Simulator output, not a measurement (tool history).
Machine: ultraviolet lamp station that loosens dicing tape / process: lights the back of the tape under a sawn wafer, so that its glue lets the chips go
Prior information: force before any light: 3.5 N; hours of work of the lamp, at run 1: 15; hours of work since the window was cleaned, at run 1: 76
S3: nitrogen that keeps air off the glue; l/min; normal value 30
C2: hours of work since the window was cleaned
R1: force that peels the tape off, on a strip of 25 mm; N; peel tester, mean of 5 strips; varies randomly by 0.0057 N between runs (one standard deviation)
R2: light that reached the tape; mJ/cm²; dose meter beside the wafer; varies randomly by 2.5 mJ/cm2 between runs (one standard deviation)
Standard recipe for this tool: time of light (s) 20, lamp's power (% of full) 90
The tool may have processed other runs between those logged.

{"run": 1, "hour": 0.0, "time of light (s)": 20, "lamp's power (% of full)": 90, "S3": 30, "hours of work of the lamp": 15, "C2": 76, "R1": 0.163, "R2": 286}
{"run": 2, "hour": 10.2, "time of light (s)": 20, "lamp's power (% of full)": 90, "S3": 30, "hours of work of the lamp": 22, "C2": 83, "R1": 0.142, "R2": 290}
{"run": 3, "hour": 21.6, "time of light (s)": 20, "lamp's power (% of full)": 90, "S3": 30, "hours of work of the lamp": 29, "C2": 90, "R1": 0.157, "R2": 285}
{"run": 4, "hour": 27.1, "time of light (s)": 20, "lamp's power (% of full)": 90, "S3": 30, "hours of work of the lamp": 33, "C2": 94, "R1": 0.144, "R2": 286}
{"run": 5, "hour": 38.4, "time of light (s)": 20, "lamp's power (% of full)": 90, "S3": 30, "hours of work of the lamp": 40, "C2": 101, "R1": 0.156, "R2": 281}
{"run": 6, "hour": 49.0, "time of light (s)": 20, "lamp's power (% of full)": 90, "S3": 15, "hours of work of the lamp": 47, "C2": 108, "R1": 0.256, "R2": 281}
{"run": 7, "hour": 56.8, "time of light (s)": 20, "lamp's power (% of full)": 90, "S3": 15, "hours of work of the lamp": 52, "C2": 113, "R1": 0.271, "R2": 280}
{"run": 8, "hour": 66.1, "time of light (s)": 17, "lamp's power (% of full)": 90, "S3": 30, "hours of work of the lamp": 58, "C2": 119, "R1": 0.21, "R2": 235}
{"run": 9, "hour": 74.8, "time of light (s)": 17, "lamp's power (% of full)": 90, "S3": 30, "hours of work of the lamp": 64, "C2": 125, "R1": 0.214, "R2": 235}
{"run": 10, "hour": 82.3, "time of light (s)": 20, "lamp's power (% of full)": 90, "S3": 49, "hours of work of the lamp": 69, "C2": 130, "R1": 0.121, "R2": 272}
{"run": 11, "hour": 89.6, "time of light (s)": 20, "lamp's power (% of full)": 90, "S3": 49, "hours of work of the lamp": 74, "C2": 135, "R1": 0.112, "R2": 277}
{"run": 12, "hour": 94.7, "time of light (s)": 20, "lamp's power (% of full)": 100, "S3": 30, "hours of work of the lamp": 77, "C2": 138, "R1": 0.138, "R2": 304}
{"run": 13, "hour": 100.3, "time of light (s)": 20, "lamp's power (% of full)": 75, "S3": 30, "hours of work of the lamp": 81, "C2": 142, "R1": 0.219, "R2": 233}
{"run": 14, "hour": 111.2, "time of light (s)": 11, "lamp's power (% of full)": 90, "S3": 30, "hours of work of the lamp": 88, "C2": 149, "R1": 0.475, "R2": 150}
{"run": 15, "hour": 118.9, "time of light (s)": 11, "lamp's power (% of full)": 90, "S3": 30, "hours of work of the lamp": 93, "C2": 154, "R1": 0.51, "R2": 151}
{"run": 16, "hour": 124.9, "time of light (s)": 11, "lamp's power (% of full)": 90, "S3": 30, "hours of work of the lamp": 97, "C2": 158, "R1": 0.478, "R2": 152}
{"run": 17, "hour": 134.8, "time of light (s)": 20, "lamp's power (% of full)": 92, "S3": 30, "hours of work of the lamp": 103, "C2": 164, "R1": 0.158, "R2": 278}
{"run": 18, "hour": 142.6, "time of light (s)": 38, "lamp's power (% of full)": 90, "S3": 30, "hours of work of the lamp": 108, "C2": 169, "R1": 0.095, "R2": 518}
{"run": 19, "hour": 148.7, "time of light (s)": 20, "lamp's power (% of full)": 90, "S3": 30, "hours of work of the lamp": 112, "C2": 173, "R1": 0.157, "R2": 274}
{"run": 20, "hour": 156.0, "time of light (s)": 20, "lamp's power (% of full)": 90, "S3": 30, "hours of work of the lamp": 117, "C2": 178, "R1": 0.159, "R2": 269}
{"run": 21, "hour": 163.9, "time of light (s)": 20, "lamp's power (% of full)": 90, "S3": 30, "hours of work of the lamp": 122, "C2": 183, "R1": 0.166, "R2": 267}
{"run": 22, "hour": 173.9, "time of light (s)": 20, "lamp's power (% of full)": 90, "S3": 30, "hours of work of the lamp": 129, "C2": 190, "R1": 0.166, "R2": 265}
{"run": 23, "hour": 183.5, "time of light (s)": 19, "lamp's power (% of full)": 83, "S3": 30, "hours of work of the lamp": 135, "C2": 196, "R1": 0.208, "R2": 233}
{"run": 24, "hour": 191.9, "time of light (s)": 19, "lamp's power (% of full)": 83, "S3": 30, "hours of work of the lamp": 141, "C2": 202, "R1": 0.211, "R2": 230}
{"run": 25, "hour": 196.7, "time of light (s)": 23, "lamp's power (% of full)": 90, "S3": 30, "hours of work of the lamp": 144, "C2": 205, "R1": 0.132, "R2": 305}
{"run": 26, "hour": 204.2, "time of light (s)": 29, "lamp's power (% of full)": 64, "S3": 30, "hours of work of the lamp": 149, "C2": 210, "R1": 0.156, "R2": 276}
{"run": 27, "hour": 211.9, "time of light (s)": 32, "lamp's power (% of full)": 64, "S3": 30, "hours of work of the lamp": 154, "C2": 215, "R1": 0.137, "R2": 299}
{"run": 28, "hour": 219.3, "time of light (s)": 22, "lamp's power (% of full)": 90, "S3": 12, "hours of work of the lamp": 159, "C2": 220, "R1": 0.304, "R2": 291}
{"run": 29, "hour": 224.0, "time of light (s)": 22, "lamp's power (% of full)": 90, "S3": 12, "hours of work of the lamp": 162, "C2": 223, "R1": 0.298, "R2": 286}
{"run": 30, "hour": 231.1, "time of light (s)": 22, "lamp's power (% of full)": 90, "S3": 12, "hours of work of the lamp": 167, "C2": 228, "R1": 0.304, "R2": 285}
{"run": 31, "hour": 241.8, "time of light (s)": 22, "lamp's power (% of full)": 90, "S3": 12, "hours of work of the lamp": 174, "C2": 235, "R1": 0.31, "R2": 285}
{"run": 32, "hour": 248.2, "time of light (s)": 22, "lamp's power (% of full)": 90, "S3": 12, "hours of work of the lamp": 178, "C2": 239, "R1": 0.308, "R2": 287}
{"run": 33, "hour": 259.1, "time of light (s)": 14, "lamp's power (% of full)": 72, "S3": 30, "hours of work of the lamp": 185, "C2": 246, "R1": 0.519, "R2": 143}
{"run": 34, "hour": 266.3, "time of light (s)": 14, "lamp's power (% of full)": 72, "S3": 30, "hours of work of the lamp": 190, "C2": 251, "R1": 0.491, "R2": 148}
{"run": 35, "hour": 277.9, "time of light (s)": 26, "lamp's power (% of full)": 77, "S3": 11, "hours of work of the lamp": 197, "C2": 258, "R1": 0.345, "R2": 289}
{"run": 36, "hour": 286.3, "time of light (s)": 26, "lamp's power (% of full)": 72, "S3": 11, "hours of work of the lamp": 203, "C2": 264, "R1": 0.39, "R2": 263}
{"run": 37, "hour": 291.8, "time of light (s)": 13, "lamp's power (% of full)": 72, "S3": 12, "hours of work of the lamp": 206, "C2": 267, "R1": 1.024, "R2": 134}
{"run": 38, "hour": 299.3, "time of light (s)": 37, "lamp's power (% of full)": 62, "S3": 30, "hours of work of the lamp": 211, "C2": 272, "R1": 0.126, "R2": 324}
{"run": 39, "hour": 305.6, "time of light (s)": 37, "lamp's power (% of full)": 62, "S3": 30, "hours of work of the lamp": 216, "C2": 277, "R1": 0.121, "R2": 322}
{"run": 40, "hour": 313.6, "time of light (s)": 10, "lamp's power (% of full)": 95, "S3": 32, "hours of work of the lamp": 221, "C2": 282, "R1": 0.553, "R2": 136}
{"run": 41, "hour": 319.6, "time of light (s)": 10, "lamp's power (% of full)": 87, "S3": 32, "hours of work of the lamp": 225, "C2": 286, "R1": 0.661, "R2": 123}
{"run": 42, "hour": 328.3, "time of light (s)": 20, "lamp's power (% of full)": 90, "S3": 43, "hours of work of the lamp": 230, "C2": 291, "R1": 0.131, "R2": 253}
{"run": 43, "hour": 334.1, "time of light (s)": 17, "lamp's power (% of full)": 90, "S3": 57, "hours of work of the lamp": 234, "C2": 295, "R1": 0.149, "R2": 217}

Subtracting, for every run, the result it would have given without the tool's unlogged condition from the measured result gives the following. The same run-to-run variation enters both numbers; the gauge's scatter may not:
Unlogged tool condition in this case: lamp's light, % of a new lamp's; light that the window lets through, % of a clean one's; drift of the gauge itself on peel_n, %; drift of the gauge itself on dose_mj_cm2, %.
run=1 R1=+0.011 R2=-15
run=2 R1=+0.011 R2=-17
run=3 R1=+0.013 R2=-17
run=4 R1=+0.013 R2=-18
run=5 R1=+0.014 R2=-19
run=6 R1=+0.032 R2=-20
run=7 R1=+0.034 R2=-21
run=8 R1=+0.026 R2=-18
run=9 R1=+0.029 R2=-20
run=10 R1=+0.009 R2=-23
run=11 R1=+0.009 R2=-25
run=12 R1=+0.014 R2=-28
run=13 R1=+0.033 R2=-22
run=14 R1=+0.073 R2=-15
run=15 R1=+0.081 R2=-15
run=16 R1=+0.077 R2=-16
run=17 R1=+0.022 R2=-31
run=18 R1=+0.001 R2=-58
run=19 R1=+0.024 R2=-31
run=20 R1=+0.025 R2=-31
run=21 R1=+0.027 R2=-32
run=22 R1=+0.028 R2=-34
run=23 R1=+0.042 R2=-30
run=24 R1=+0.043 R2=-31
run=25 R1=+0.019 R2=-41
run=26 R1=+0.029 R2=-38
run=27 R1=+0.021 R2=-42
run=28 R1=+0.069 R2=-42
run=29 R1=+0.070 R2=-43
run=30 R1=+0.073 R2=-43
run=31 R1=+0.075 R2=-45
run=32 R1=+0.074 R2=-45
run=33 R1=+0.123 R2=-23
run=34 R1=+0.118 R2=-24
run=35 R1=+0.090 R2=-49
run=36 R1=+0.103 R2=-46
run=37 R1=+0.191 R2=-23
run=38 R1=+0.018 R2=-59
run=39 R1=+0.018 R2=-60
run=40 R1=+0.142 R2=-26
run=41 R1=+0.165 R2=-23
run=42 R1=+0.028 R2=-49
run=43 R1=+0.036 R2=-43
